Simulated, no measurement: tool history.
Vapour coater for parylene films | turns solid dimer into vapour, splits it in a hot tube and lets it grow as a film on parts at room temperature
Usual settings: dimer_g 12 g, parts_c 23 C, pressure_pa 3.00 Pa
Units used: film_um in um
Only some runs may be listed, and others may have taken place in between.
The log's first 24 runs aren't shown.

run	hour	dimer_g	parts_c	pressure_pa	hours of work since the trap's valve was overhauled	hours of work since the table's thermometer was calibrated	film_um
25	523.2	12	31	3.00	24	537	2.16
26	549.3	12	31	3.00	41	553	2.20
27	580.7	16	18	2.18	61	574	4.45
28	596.3	10	31	6.65	71	584	1.55
29	611.7	10	31	6.65	81	593	1.55
30	635.9	6	31	6.54	97	609	0.94
31	660.1	12	23	7.12	112	625	2.29
32	684.1	12	23	7.12	128	640	2.25
33	706.8	21	21	7.12	142	655	4.18
34	730.8	21	24	11.72	158	670	3.46
35	751.7	22	22	3.55	171	683	4.71
36	767.3	22	22	3.55	181	693	4.74

5 ways to go on from here, each from the tool as it stands after run 36. What would each give?
A	792.1	6	18	3.00	197	709	?
B	792.1	10	23	8.30	197	709	?
C	792.1	22	16	2.72	197	709	?
D	792.1	20	32	3.00	197	709	?
E	792.1	17	31	3.55	197	709	?

run	film_um
A	1.50
B	1.78
C	5.85
D	3.29
E	2.80
Stripped of hidden state, with their random variation kept, the same runs would have yielded:
run	film_um
A	1.61
B	1.91
C	6.29
D	3.54
E	3.01

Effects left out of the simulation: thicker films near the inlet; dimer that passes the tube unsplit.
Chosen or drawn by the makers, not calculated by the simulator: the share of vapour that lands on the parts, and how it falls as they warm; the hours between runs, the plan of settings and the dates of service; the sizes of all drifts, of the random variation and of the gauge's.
